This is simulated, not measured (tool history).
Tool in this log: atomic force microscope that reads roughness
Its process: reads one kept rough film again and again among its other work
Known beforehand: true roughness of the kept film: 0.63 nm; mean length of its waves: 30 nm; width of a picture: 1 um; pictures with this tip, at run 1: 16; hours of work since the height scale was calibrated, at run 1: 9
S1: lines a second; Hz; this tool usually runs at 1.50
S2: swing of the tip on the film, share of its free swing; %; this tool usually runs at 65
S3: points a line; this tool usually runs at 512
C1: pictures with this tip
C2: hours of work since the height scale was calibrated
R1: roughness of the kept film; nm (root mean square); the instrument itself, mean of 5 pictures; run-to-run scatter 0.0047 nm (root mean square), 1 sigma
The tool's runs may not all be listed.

Run 1, day 0.000: usual settings; C1 16; C2 9. Result: R1 0.598 nm (root mean square).
Run 2, day 0.417: usual settings; C1 24; C2 14. Result: R1 0.597 nm (root mean square).
Run 3, day 0.888: usual settings but S1 1.32 Hz; C1 33; C2 20. Result: R1 0.608 nm (root mean square).
Run 4, day 1.704: usual settings but S1 0.64 Hz; C1 48; C2 29. Result: R1 0.607 nm (root mean square).
Run 5, day 2.417: usual settings but S1 0.64 Hz; C1 62; C2 37. Result: R1 0.605 nm (root mean square).
Run 6, day 2.800: usual settings but S1 0.64 Hz, S2 67 %; C1 69; C2 41. Result: R1 0.606 nm (root mean square).
Run 7, day 3.396: usual settings but S1 0.64 Hz, S2 67 %; C1 80; C2 48. Result: R1 0.596 nm (root mean square).
Run 8, day 3.975: usual settings but S1 0.64 Hz, S2 67 %; C1 92; C2 55. Result: R1 0.597 nm (root mean square).
Run 9, day 4.821: usual settings but S1 0.64 Hz, S2 67 %, S3 730; C1 108; C2 64. Result: R1 0.598 nm (root mean square).
Run 10, day 5.729: usual settings but S3 400; C1 125; C2 75. Result: R1 0.596 nm (root mean square).
Run 11, day 6.517: usual settings but S2 78 %; C1 140; C2 84. Result: R1 0.573 nm (root mean square).
Run 12, day 7.188: usual settings but S2 87 %; C1 152; C2 91. Result: R1 0.561 nm (root mean square).
Run 13, day 7.883: usual settings but S1 2.56 Hz, S2 88 %, S3 618; C1 166; C2 99. Result: R1 0.539 nm (root mean square).
Run 14, day 8.692: usual settings but S1 2.56 Hz, S2 88 %, S3 618; C1 181; C2 109. Result: R1 0.533 nm (root mean square).
Run 15, day 9.396: usual settings but S1 3.53 Hz, S3 262; C1 194; C2 117. Result: R1 0.564 nm (root mean square).
Run 16, day 10.067: usual settings but S1 3.53 Hz, S3 262; C1 207; C2 124. Result: R1 0.559 nm (root mean square).
Run 17, day 10.738: usual settings but S1 3.53 Hz, S3 262; C1 220; C2 132. Result: R1 0.556 nm (root mean square).
Run 18, day 11.458: usual settings but S1 3.53 Hz, S3 262; C1 233; C2 140. Result: R1 0.559 nm (root mean square).
Run 19, day 12.096: usual settings but S1 2.92 Hz, S3 371; C1 246; C2 147. Result: R1 0.565 nm (root mean square).
Run 20, day 12.658: usual settings but S1 1.96 Hz, S2 76 %, S3 644; C1 256; C2 154. Result: R1 0.563 nm (root mean square).
Run 21, day 13.438: usual settings but S1 1.96 Hz, S2 76 %, S3 644; C1 271; C2 163. Result: R1 0.564 nm (root mean square).
Run 22, day 13.988: usual settings but S1 1.96 Hz, S2 76 %, S3 644; C1 281; C2 169. Result: R1 0.566 nm (root mean square).

Measured less the same run without the tool's hidden state. The same run-to-run variation is in both; the gauge's scatter may not be:
The hidden state here: radius of the tip, nm; height scale over the true one, %; drift of the gauge itself on roughness_nm, %.
run      R1
  1  -0.002
  2  -0.003
  3  -0.005
  4  -0.006
  5  -0.007
  6  -0.009
  7  -0.009
  8  -0.011
  9  -0.013
 10  -0.014
 11  -0.015
 12  -0.016
 13  -0.017
 14  -0.018
 15  -0.021
 16  -0.022
 17  -0.023
 18  -0.025
 19  -0.026
 20  -0.027
 21  -0.028
 22  -0.029
